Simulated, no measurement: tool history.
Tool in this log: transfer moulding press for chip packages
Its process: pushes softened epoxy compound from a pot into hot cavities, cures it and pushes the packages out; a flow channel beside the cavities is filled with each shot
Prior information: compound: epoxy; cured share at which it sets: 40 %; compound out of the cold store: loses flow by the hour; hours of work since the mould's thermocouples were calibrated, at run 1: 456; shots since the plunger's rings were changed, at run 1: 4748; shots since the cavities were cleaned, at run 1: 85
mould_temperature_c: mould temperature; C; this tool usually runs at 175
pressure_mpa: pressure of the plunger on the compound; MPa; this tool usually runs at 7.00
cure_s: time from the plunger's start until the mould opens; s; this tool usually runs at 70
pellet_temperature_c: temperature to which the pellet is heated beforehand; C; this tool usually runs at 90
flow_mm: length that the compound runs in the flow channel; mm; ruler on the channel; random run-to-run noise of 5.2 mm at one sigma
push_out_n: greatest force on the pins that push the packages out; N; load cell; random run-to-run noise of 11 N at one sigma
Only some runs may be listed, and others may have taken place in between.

| run | hour | mould_temperature_c | pressure_mpa | cure_s | pellet_temperature_c | hours of work since the mould's thermocouples were calibrated | shots since the plunger's rings were changed | shots since the cavities were cleaned | incoming compound's hours out of the cold store | flow_mm | push_out_n |
|---|---|---|---|---|---|---|---|---|---|---|---|
| 1 | 0.0 | 175 | 7.00 | 70 | 90 | 456 | 4748 | 85 | 34.0 | 510 | 506 |
|  | 25.0 | cavities cleaned with cleaning compound and waxed |
|  | 53.6 | plunger's sealing rings changed |
|  | 55.9 | cavities cleaned with cleaning compound and waxed |
| 2 | 55.9 | 175 | 7.00 | 70 | 90 | 492 | 14 | 0 | 35.0 | 520 | 500 |
|  | 83.9 | cavities cleaned with cleaning compound and waxed |
|  | 114.1 | cavities cleaned with cleaning compound and waxed |
| 3 | 114.6 | 175 | 7.00 | 70 | 99 | 532 | 958 | 9 | 19.6 | 542 | 476 |
|  | 145.0 | cavities cleaned with cleaning compound and waxed |
|  | 174.8 | cavities cleaned with cleaning compound and waxed |
| 4 | 178.5 | 175 | 7.00 | 70 | 90 | 575 | 1990 | 62 | 12.5 | 571 | 538 |
|  | 205.8 | cavities cleaned with cleaning compound and waxed |
| 5 | 230.1 | 175 | 7.00 | 70 | 90 | 611 | 2839 | 412 | 31.6 | 515 | 503 |
|  | 235.8 | cavities cleaned with cleaning compound and waxed |
|  | 265.0 | cavities cleaned with cleaning compound and waxed |
| 6 | 280.0 | 170 | 7.00 | 70 | 90 | 644 | 3633 | 254 | 17.5 | 565 | 681 |
|  | 293.8 | cavities cleaned with cleaning compound and waxed |
|  | 325.8 | cavities cleaned with cleaning compound and waxed |
| 7 | 342.3 | 170 | 7.00 | 70 | 90 | 687 | 4639 | 279 | 25.0 | 552 | 659 |
|  | 357.2 | cavities cleaned with cleaning compound and waxed |
|  | 385.3 | cavities cleaned with cleaning compound and waxed |
|  | 403.8 | plunger's sealing rings changed |
| 8 | 403.8 | 175 | 6.94 | 70 | 90 | 727 | 0 | 270 | 36.4 | 509 | 497 |
|  | 418.1 | cavities cleaned with cleaning compound and waxed |
| 9 | 431.8 | 175 | 6.94 | 70 | 90 | 746 | 449 | 231 | 23.9 | 539 | 500 |
|  | 447.5 | cavities cleaned with cleaning compound and waxed |
|  | 476.7 | cavities cleaned with cleaning compound and waxed |
| 10 | 486.1 | 179 | 6.94 | 70 | 90 | 782 | 1318 | 159 | 15.6 | 547 | 432 |
|  | 506.2 | cavities cleaned with cleaning compound and waxed |
| 11 | 525.9 | 179 | 6.94 | 70 | 90 | 809 | 1969 | 334 | 14.9 | 559 | 437 |
|  | 536.4 | cavities cleaned with cleaning compound and waxed |
|  | 543.1 | mould's thermocouples calibrated |
|  | 566.6 | cavities cleaned with cleaning compound and waxed |
| 12 | 574.3 | 179 | 6.94 | 70 | 90 | 21 | 2704 | 130 | 19.2 | 532 | 444 |
|  | 595.0 | cavities cleaned with cleaning compound and waxed |
| 13 | 619.3 | 179 | 7.00 | 70 | 90 | 52 | 3442 | 413 | 17.6 | 557 | 423 |
|  | 625.6 | cavities cleaned with cleaning compound and waxed |
|  | 654.1 | cavities cleaned with cleaning compound and waxed |
| 14 | 668.6 | 179 | 7.00 | 70 | 90 | 85 | 4226 | 246 | 10.9 | 569 | 436 |
|  | 682.5 | cavities cleaned with cleaning compound and waxed |
|  | 710.7 | cavities cleaned with cleaning compound and waxed |
| 15 | 720.1 | 179 | 7.00 | 70 | 90 | 120 | 5049 | 159 | 8.6 | 565 | 447 |
|  | 742.4 | cavities cleaned with cleaning compound and waxed |
|  | 757.6 | plunger's sealing rings changed |
|  | 776.5 | cavities cleaned with cleaning compound and waxed |
| 16 | 776.7 | 179 | 6.45 | 70 | 90 | 156 | 298 | 4 | 35.6 | 489 | 425 |
|  | 804.6 | cavities cleaned with cleaning compound and waxed |
| 17 | 820.4 | 179 | 6.45 | 70 | 90 | 186 | 1014 | 268 | 32.1 | 498 | 423 |
|  | 833.4 | cavities cleaned with cleaning compound and waxed |
|  | 862.9 | cavities cleaned with cleaning compound and waxed |
| 18 | 868.4 | 179 | 7.00 | 70 | 90 | 218 | 1777 | 93 | 13.4 | 566 | 441 |
|  | 894.0 | cavities cleaned with cleaning compound and waxed |
| 19 | 918.7 | 179 | 7.00 | 70 | 90 | 253 | 2603 | 418 | 13.8 | 560 | 450 |
|  | 923.6 | cavities cleaned with cleaning compound and waxed |
|  | 951.4 | cavities cleaned with cleaning compound and waxed |
| 20 | 977.2 | 179 | 7.00 | 70 | 90 | 293 | 3545 | 439 | 21.2 | 545 | 447 |
|  | 982.4 | cavities cleaned with cleaning compound and waxed |
|  | 1014.2 | cavities cleaned with cleaning compound and waxed |
| 21 | 1025.6 | 175 | 7.00 | 71 | 85 | 325 | 4313 | 192 | 37.3 | 511 | 484 |
|  | 1042.5 | cavities cleaned with cleaning compound and waxed |
|  | 1071.2 | cavities cleaned with cleaning compound and waxed |
| 22 | 1077.5 | 175 | 7.00 | 71 | 85 | 360 | 5143 | 107 | 18.4 | 551 | 504 |
|  | 1102.1 | cavities cleaned with cleaning compound and waxed |
|  | 1109.0 | plunger's sealing rings changed |
| 23 | 1122.4 | 175 | 6.51 | 52 | 85 | 389 | 228 | 302 | 13.6 | 555 | 1192 |
|  | 1134.1 | cavities cleaned with cleaning compound and waxed |
|  | 1165.9 | cavities cleaned with cleaning compound and waxed |
| 24 | 1175.9 | 168 | 8.59 | 103 | 85 | 425 | 1084 | 170 | 31.7 | 590 | 391 |
|  | 1196.1 | cavities cleaned with cleaning compound and waxed |
| 25 | 1203.6 | 175 | 5.69 | 70 | 90 | 444 | 1528 | 128 | 22.7 | 489 | 496 |
|  | 1226.2 | cavities cleaned with cleaning compound and waxed |
| 26 | 1233.7 | 175 | 6.63 | 94 | 90 | 464 | 2013 | 128 | 27.6 | 516 | 393 |

Hidden state at the last listed run before each entry between runs and at the first one after, where it differs:
After run 1, before run 2: cavities cleaned with cleaning compound and waxed (hour 25.0); plunger's sealing rings changed (hour 53.6); cavities cleaned with cleaning compound and waxed (hour 55.9)
  pressure that reaches the compound, % of what is set: 99.67 -> 100; grip of the stained cavities, % over clean ones': 0.4 -> 0
  measured minus no-state result, push_out_n: +2 -> -1 N
After run 2, before run 3: cavities cleaned with cleaning compound and waxed (hour 83.9); cavities cleaned with cleaning compound and waxed (hour 114.1)
  pressure that reaches the compound, % of what is set: 100 -> 99.93; grip of the stained cavities, % over clean ones': 0 -> 0.1
  measured minus no-state result, push_out_n: -1 -> +0 N
After run 3, before run 4: cavities cleaned with cleaning compound and waxed (hour 145.0); cavities cleaned with cleaning compound and waxed (hour 174.8)
  pressure that reaches the compound, % of what is set: 99.93 -> 99.87; grip of the stained cavities, % over clean ones': 0.1 -> 0.3
  measured minus no-state result, push_out_n: +0 -> +1 N
After run 4, before run 5: cavities cleaned with cleaning compound and waxed (hour 205.8)
  pressure that reaches the compound, % of what is set: 99.87 -> 99.81; grip of the stained cavities, % over clean ones': 0.3 -> 1.7
  measured minus no-state result, push_out_n: +1 -> +7 N
After run 5, before run 6: cavities cleaned with cleaning compound and waxed (hour 235.8); cavities cleaned with cleaning compound and waxed (hour 265.0)
  pressure that reaches the compound, % of what is set: 99.81 -> 99.75; grip of the stained cavities, % over clean ones': 1.7 -> 1.1
  measured minus no-state result, push_out_n: +7 -> +6 N
After run 6, before run 7: cavities cleaned with cleaning compound and waxed (hour 293.8); cavities cleaned with cleaning compound and waxed (hour 325.8)
  true mould temperature over the reading, C: 0.03 -> 0.04; pressure that reaches the compound, % of what is set: 99.75 -> 99.68; grip of the stained cavities, % over clean ones': 1.1 -> 1.2
  measured minus no-state result, push_out_n: +6 -> +6 N
After run 7, before run 8: cavities cleaned with cleaning compound and waxed (hour 357.2); cavities cleaned with cleaning compound and waxed (hour 385.3); plunger's sealing rings changed (hour 403.8)
  pressure that reaches the compound, % of what is set: 99.68 -> 99.98
  measured minus no-state result, push_out_n: +6 -> +5 N
After run 8, before run 9: cavities cleaned with cleaning compound and waxed (hour 418.1)
  pressure that reaches the compound, % of what is set: 99.98 -> 99.95; grip of the stained cavities, % over clean ones': 1.2 -> 1.1
  measured minus no-state result, push_out_n: +5 -> +4 N
After run 9, before run 10: cavities cleaned with cleaning compound and waxed (hour 447.5); cavities cleaned with cleaning compound and waxed (hour 476.7)
  pressure that reaches the compound, % of what is set: 99.95 -> 99.9; grip of the stained cavities, % over clean ones': 1.1 -> 0.9
  measured minus no-state result, push_out_n: +4 -> +3 N
After run 10, before run 11: cavities cleaned with cleaning compound and waxed (hour 506.2)
  pressure that reaches the compound, % of what is set: 99.9 -> 99.85; grip of the stained cavities, % over clean ones': 0.9 -> 1.4
  measured minus no-state result, push_out_n: +3 -> +5 N
After run 11, before run 12: cavities cleaned with cleaning compound and waxed (hour 536.4); mould's thermocouples calibrated (hour 543.1); cavities cleaned with cleaning compound and waxed (hour 566.6)
  true mould temperature over the reading, C: 0.04 -> 0; pressure that reaches the compound, % of what is set: 99.85 -> 99.81; grip of the stained cavities, % over clean ones': 1.4 -> 0.7
  measured minus no-state result, push_out_n: +5 -> +3 N
After run 12, before run 13: cavities cleaned with cleaning compound and waxed (hour 595.0)
  pressure that reaches the compound, % of what is set: 99.81 -> 99.76; grip of the stained cavities, % over clean ones': 0.7 -> 1.6
  measured minus no-state result, push_out_n: +3 -> +7 N
After run 13, before run 14: cavities cleaned with cleaning compound and waxed (hour 625.6); cavities cleaned with cleaning compound and waxed (hour 654.1)
  pressure that reaches the compound, % of what is set: 99.76 -> 99.7; grip of the stained cavities, % over clean ones': 1.6 -> 1
  measured minus no-state result, push_out_n: +7 -> +5 N
After run 14, before run 15: cavities cleaned with cleaning compound and waxed (hour 682.5); cavities cleaned with cleaning compound and waxed (hour 710.7)
  pressure that reaches the compound, % of what is set: 99.7 -> 99.65; grip of the stained cavities, % over clean ones': 1 -> 0.7
  measured minus no-state result, push_out_n: +5 -> +3 N
After run 15, before run 16: cavities cleaned with cleaning compound and waxed (hour 742.4); plunger's sealing rings changed (hour 757.6); cavities cleaned with cleaning compound and waxed (hour 776.5)
  pressure that reaches the compound, % of what is set: 99.65 -> 99.98; grip of the stained cavities, % over clean ones': 0.7 -> 0
  measured minus no-state result, push_out_n: +3 -> +0 N
After run 16, before run 17: cavities cleaned with cleaning compound and waxed (hour 804.6)
  true mould temperature over the reading, C: 0 -> 0.01; pressure that reaches the compound, % of what is set: 99.98 -> 99.93; grip of the stained cavities, % over clean ones': 0 -> 1.2
  measured minus no-state result, push_out_n: +0 -> +5 N
After run 17, before run 18: cavities cleaned with cleaning compound and waxed (hour 833.4); cavities cleaned with cleaning compound and waxed (hour 862.9)
  pressure that reaches the compound, % of what is set: 99.93 -> 99.87; grip of the stained cavities, % over clean ones': 1.2 -> 0.5
  measured minus no-state result, push_out_n: +5 -> +2 N
After run 18, before run 19: cavities cleaned with cleaning compound and waxed (hour 894.0)
  pressure that reaches the compound, % of what is set: 99.87 -> 99.81; grip of the stained cavities, % over clean ones': 0.5 -> 1.5
  measured minus no-state result, push_out_n: +2 -> +7 N
After run 19, before run 20: cavities cleaned with cleaning compound and waxed (hour 923.6); cavities cleaned with cleaning compound and waxed (hour 951.4)
  pressure that reaches the compound, % of what is set: 99.81 -> 99.75; grip of the stained cavities, % over clean ones': 1.5 -> 1.7
  measured minus no-state result, push_out_n: +7 -> +8 N
After run 20, before run 21: cavities cleaned with cleaning compound and waxed (hour 982.4); cavities cleaned with cleaning compound and waxed (hour 1014.2)
  pressure that reaches the compound, % of what is set: 99.75 -> 99.69; grip of the stained cavities, % over clean ones': 1.7 -> 1
  measured minus no-state result, push_out_n: +8 -> +5 N
After run 21, before run 22: cavities cleaned with cleaning compound and waxed (hour 1042.5); cavities cleaned with cleaning compound and waxed (hour 1071.2)
  pressure that reaches the compound, % of what is set: 99.69 -> 99.63; grip of the stained cavities, % over clean ones': 1 -> 0.5
  measured minus no-state result, push_out_n: +5 -> +3 N
After run 22, before run 23: cavities cleaned with cleaning compound and waxed (hour 1102.1); plunger's sealing rings changed (hour 1109.0)
  pressure that reaches the compound, % of what is set: 99.63 -> 99.97; grip of the stained cavities, % over clean ones': 0.5 -> 1.3
  measured minus no-state result, push_out_n: +3 -> +15 N
After run 23, before run 24: cavities cleaned with cleaning compound and waxed (hour 1134.1); cavities cleaned with cleaning compound and waxed (hour 1165.9)
  true mould temperature over the reading, C: 0.01 -> 0.02; pressure that reaches the compound, % of what is set: 99.97 -> 99.92; grip of the stained cavities, % over clean ones': 1.3 -> 0.7
  measured minus no-state result, push_out_n: +15 -> +2 N
After run 24, before run 25: cavities cleaned with cleaning compound and waxed (hour 1196.1)
  pressure that reaches the compound, % of what is set: 99.92 -> 99.89; grip of the stained cavities, % over clean ones': 0.7 -> 0.6
  measured minus no-state result, push_out_n: +2 -> +2 N
After run 25, before run 26: cavities cleaned with cleaning compound and waxed (hour 1226.2)
  pressure that reaches the compound, % of what is set: 99.89 -> 99.85
  measured minus no-state result, push_out_n: +2 -> +3 N
